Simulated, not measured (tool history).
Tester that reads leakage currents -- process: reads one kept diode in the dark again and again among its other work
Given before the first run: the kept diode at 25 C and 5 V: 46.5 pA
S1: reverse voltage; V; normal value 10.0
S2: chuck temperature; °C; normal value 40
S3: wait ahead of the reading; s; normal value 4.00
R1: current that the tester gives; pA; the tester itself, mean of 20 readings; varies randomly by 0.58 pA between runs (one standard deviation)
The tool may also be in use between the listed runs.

{"run": 1, "hour": 0.0, "S1": 10.0, "S2": 40, "S3": 4.0, "R1": 219.48}
{"run": 2, "hour": 78.7, "S1": 10.0, "S2": 40, "S3": 4.0, "R1": 221.0}
{"run": 3, "hour": 225.4, "S1": 10.0, "S2": 40, "S3": 4.0, "R1": 223.36}
{"run": 4, "hour": 361.1, "S1": 10.0, "S2": 40, "S3": 4.0, "R1": 226.99}
{"run": 5, "hour": 506.7, "S1": 10.0, "S2": 40, "S3": 4.0, "R1": 228.32}
{"run": 6, "hour": 626.5, "S1": 10.0, "S2": 36, "S3": 4.0, "R1": 173.65}
{"run": 7, "hour": 697.8, "S1": 10.0, "S2": 36, "S3": 4.0, "R1": 175.81}
{"run": 8, "hour": 828.9, "S1": 10.0, "S2": 40, "S3": 4.0, "R1": 234.41}
{"run": 9, "hour": 942.9, "S1": 10.0, "S2": 40, "S3": 4.0, "R1": 238.21}
{"hour": 956.6, "done": "probe card cleaned and baked"}
{"run": 10, "hour": 1018.4, "S1": 10.0, "S2": 43, "S3": 4.0, "R1": 296.13}
{"run": 11, "hour": 1135.7, "S1": 10.0, "S2": 43, "S3": 4.0, "R1": 300.92}
{"run": 12, "hour": 1216.4, "S1": 4.0, "S2": 40, "S3": 4.0, "R1": 173.6}
{"hour": 1241.7, "done": "probe card cleaned and baked, once more"}
{"run": 13, "hour": 1314.6, "S1": 10.0, "S2": 40, "S3": 3.42, "R1": 225.28}
{"run": 14, "hour": 1403.9, "S1": 10.0, "S2": 40, "S3": 3.42, "R1": 228.38}
{"run": 15, "hour": 1489.4, "S1": 10.0, "S2": 40, "S3": 3.42, "R1": 228.85}
{"run": 16, "hour": 1557.2, "S1": 9.5, "S2": 40, "S3": 4.0, "R1": 227.69}
{"run": 17, "hour": 1696.0, "S1": 9.5, "S2": 40, "S3": 4.0, "R1": 229.7}
{"run": 18, "hour": 1761.4, "S1": 9.9, "S2": 24, "S3": 2.64, "R1": 70.94}
{"hour": 1821.1, "done": "chuck's temperature calibrated"}
{"run": 19, "hour": 1837.6, "S1": 9.9, "S2": 24, "S3": 2.64, "R1": 61.26}
{"run": 20, "hour": 1991.3, "S1": 10.0, "S2": 29, "S3": 4.0, "R1": 90.48}

What does the tool deliver on the next run?
{"run": 21, "hour": 2104.1, "S1": 10.0, "S2": 29, "S3": 4.0, "R1": "?"}

Logged for run 21: R1 91.89 pA.
The same run, on a tool lacking any hidden state, would have yielded R1 82.16 pA.
